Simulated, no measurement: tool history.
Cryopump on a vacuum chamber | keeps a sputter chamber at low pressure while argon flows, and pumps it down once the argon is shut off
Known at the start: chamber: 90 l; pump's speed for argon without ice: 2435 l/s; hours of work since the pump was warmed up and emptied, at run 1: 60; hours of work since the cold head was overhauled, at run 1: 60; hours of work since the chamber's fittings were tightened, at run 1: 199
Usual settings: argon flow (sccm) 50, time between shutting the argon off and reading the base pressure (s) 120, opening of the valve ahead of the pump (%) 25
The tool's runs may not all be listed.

run	day	argon flow (sccm)	time between shutting the argon off and reading the base pressure (s)	opening of the valve ahead of the pump (%)	hours of work since the pump was warmed up and emptied	hours of work since the cold head was overhauled	hours of work since the chamber's fittings were tightened	pressure while argon flows (Pa)	pressure after the wait (uPa)
1	0	50	120	25	60	60	199	0.1399	0.65
2	0.679	45	120	25	74	74	213	0.1253	0.65
3	1.154	45	120	25	84	84	223	0.1258	0.64
4	1.879	50	38	25	99	99	238	0.1403	1.57
5	2.346	50	38	25	108	108	247	0.1415	1.56
6	2.888	50	38	25	120	120	258	0.1417	1.61
7	3.875	50	38	25	140	140	279	0.141	1.64
8	4.629	50	38	25	155	155	294	0.142	1.61
9	5.183	50	38	30	167	167	306	0.1183	1.6
10	6.067	50	38	30	185	185	324	0.1184	1.64
11	7.008	50	38	30	204	204	343	0.12	1.58
12	7.612	50	38	30	217	217	356	0.1191	1.66
13	8.479	50	293	33	234	234	373	0.111	0.44
14	9.088	25	22	24	247	247	386	0.0751	2.82
15	9.879	45	120	49	263	263	402	0.0689	0.68
16	10.533	35	50	22	277	277	416	0.1138	1.34
17	11.512	50	120	17	297	297	436	0.2103	0.73
18	12	50	80	25	307	307	446	0.145	0.9
19	12.812	50	80	38	324	324	463	0.0987	0.95
20	13.679	21	66	20	341	341	480	0.0757	1.13
21	14.525	81	213	16	359	359	498	0.366	0.51
22	15.221	81	213	16	373	373	512	0.3672	0.59
23	15.767	34	213	16	384	384	523	0.1534	0.57

5 ways to go on from here, each from the tool as it stands after run 23. What would each give?
A	16.317	21	154	60	396	396	535	?	?
B	16.317	34	213	16	396	396	535	?	?
C	16.317	31	187	16	396	396	535	?	?
D	16.317	64	88	36	396	396	535	?	?
E	16.317	34	213	24	396	396	535	?	?

run	pressure while argon flows (Pa)	pressure after the wait (uPa)
A	0.0281	0.67
B	0.1546	0.59
C	0.1389	0.58
D	0.1351	0.91
E	0.1053	0.55
Without the tool's hidden state the same runs would have given:
run	pressure while argon flows (Pa)	pressure after the wait (uPa)
A	0.0243	0.48
B	0.1485	0.4
C	0.1334	0.4
D	0.1235	0.72
E	0.0991	0.36
